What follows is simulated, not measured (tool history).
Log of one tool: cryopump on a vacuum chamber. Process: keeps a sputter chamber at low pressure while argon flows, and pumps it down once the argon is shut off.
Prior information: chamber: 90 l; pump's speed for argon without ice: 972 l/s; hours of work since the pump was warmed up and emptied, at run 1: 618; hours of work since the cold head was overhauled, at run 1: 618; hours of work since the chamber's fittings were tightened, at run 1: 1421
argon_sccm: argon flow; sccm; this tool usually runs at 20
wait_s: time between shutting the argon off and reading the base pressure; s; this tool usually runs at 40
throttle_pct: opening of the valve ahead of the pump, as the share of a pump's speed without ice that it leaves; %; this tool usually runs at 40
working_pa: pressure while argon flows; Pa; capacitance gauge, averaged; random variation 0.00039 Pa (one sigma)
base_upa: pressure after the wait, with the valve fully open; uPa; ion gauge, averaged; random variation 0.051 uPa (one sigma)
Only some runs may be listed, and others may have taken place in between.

| run | hour | argon_sccm | wait_s | throttle_pct | hours of work since the pump was warmed up and emptied | hours of work since the cold head was overhauled | hours of work since the chamber's fittings were tightened | working_pa | base_upa |
|---|---|---|---|---|---|---|---|---|---|
| 1 | 0.0 | 20 | 40 | 40 | 618 | 618 | 1421 | 0.0908 | 6.75 |
| 2 | 22.4 | 20 | 40 | 40 | 632 | 632 | 1435 | 0.0908 | 6.99 |
| 3 | 44.1 | 20 | 40 | 40 | 646 | 646 | 1449 | 0.0906 | 6.99 |
| 4 | 58.5 | 20 | 40 | 40 | 656 | 656 | 1458 | 0.0910 | 6.96 |
| 5 | 72.5 | 20 | 40 | 40 | 665 | 665 | 1468 | 0.0902 | 6.92 |
| 6 | 93.5 | 20 | 40 | 40 | 678 | 678 | 1481 | 0.0905 | 7.02 |
| 7 | 111.9 | 20 | 40 | 40 | 690 | 690 | 1493 | 0.0905 | 7.04 |
| 8 | 129.4 | 20 | 40 | 40 | 702 | 702 | 1504 | 0.0906 | 7.06 |
| 9 | 145.6 | 33 | 40 | 40 | 712 | 712 | 1515 | 0.1504 | 7.04 |
| 10 | 163.7 | 33 | 40 | 40 | 724 | 724 | 1527 | 0.1501 | 7.04 |
| 11 | 181.0 | 33 | 40 | 40 | 735 | 735 | 1538 | 0.1500 | 7.14 |
| 12 | 205.8 | 33 | 40 | 40 | 751 | 751 | 1554 | 0.1508 | 7.17 |
| 13 | 229.2 | 33 | 40 | 40 | 766 | 766 | 1569 | 0.1500 | 7.32 |
| 14 | 246.5 | 33 | 291 | 40 | 777 | 777 | 1580 | 0.1513 | 4.93 |
| 15 | 272.2 | 20 | 40 | 15 | 794 | 794 | 1597 | 0.2360 | 7.32 |
| 16 | 290.3 | 20 | 96 | 15 | 806 | 806 | 1609 | 0.2370 | 5.82 |
| 17 | 304.5 | 20 | 40 | 40 | 815 | 815 | 1618 | 0.0917 | 7.17 |
| 18 | 330.5 | 19 | 40 | 26 | 832 | 832 | 1635 | 0.1315 | 7.38 |
| 19 | 356.2 | 18 | 40 | 23 | 848 | 848 | 1651 | 0.1405 | 7.44 |
| 20 | 368.1 | 20 | 38 | 40 | 856 | 856 | 1659 | 0.0920 | 7.79 |
| 21 | 394.5 | 20 | 38 | 40 | 873 | 873 | 1676 | 0.0918 | 7.76 |
|  | 400.5 | leaking fittings of the chamber tightened, without venting |
| 22 | 413.3 | 20 | 38 | 40 | 884 | 884 | 8 | 0.0930 | 3.34 |
| 23 | 428.4 | 20 | 38 | 40 | 894 | 894 | 18 | 0.0925 | 3.34 |
| 24 | 439.7 | 20 | 38 | 40 | 901 | 901 | 25 | 0.0918 | 3.49 |
| 25 | 456.0 | 20 | 35 | 20 | 912 | 912 | 36 | 0.1796 | 3.70 |
| 26 | 473.1 | 35 | 35 | 31 | 923 | 923 | 47 | 0.2065 | 3.70 |
| 27 | 490.6 | 26 | 43 | 40 | 934 | 934 | 58 | 0.1206 | 3.10 |
| 28 | 515.7 | 10 | 57 | 25 | 950 | 950 | 75 | 0.0724 | 2.54 |
| 29 | 527.0 | 10 | 247 | 39 | 958 | 958 | 82 | 0.0474 | 1.04 |
| 30 | 548.1 | 10 | 247 | 39 | 971 | 971 | 96 | 0.0475 | 1.07 |
| 31 | 560.7 | 10 | 247 | 39 | 979 | 979 | 104 | 0.0475 | 1.10 |
| 32 | 576.7 | 19 | 228 | 31 | 990 | 990 | 114 | 0.1117 | 1.20 |
| 33 | 601.3 | 19 | 70 | 17 | 1006 | 1006 | 130 | 0.2001 | 2.32 |

Entry by entry between the runs, the difference in hidden state between the last listed run before and the first listed run after:
In the gap between runs 21 and 22: leaking fittings of the chamber tightened, without venting (hour 400.5)
  pump's speed, % of a pump's without ice: 88.1 -> 88; leak into the chamber, uPa l/s: 4084 -> 352
  measured less the result without the state, working_pa: +0.0050 -> +0.0051 Pa; base_upa: +4.50 -> +0.11 uPa
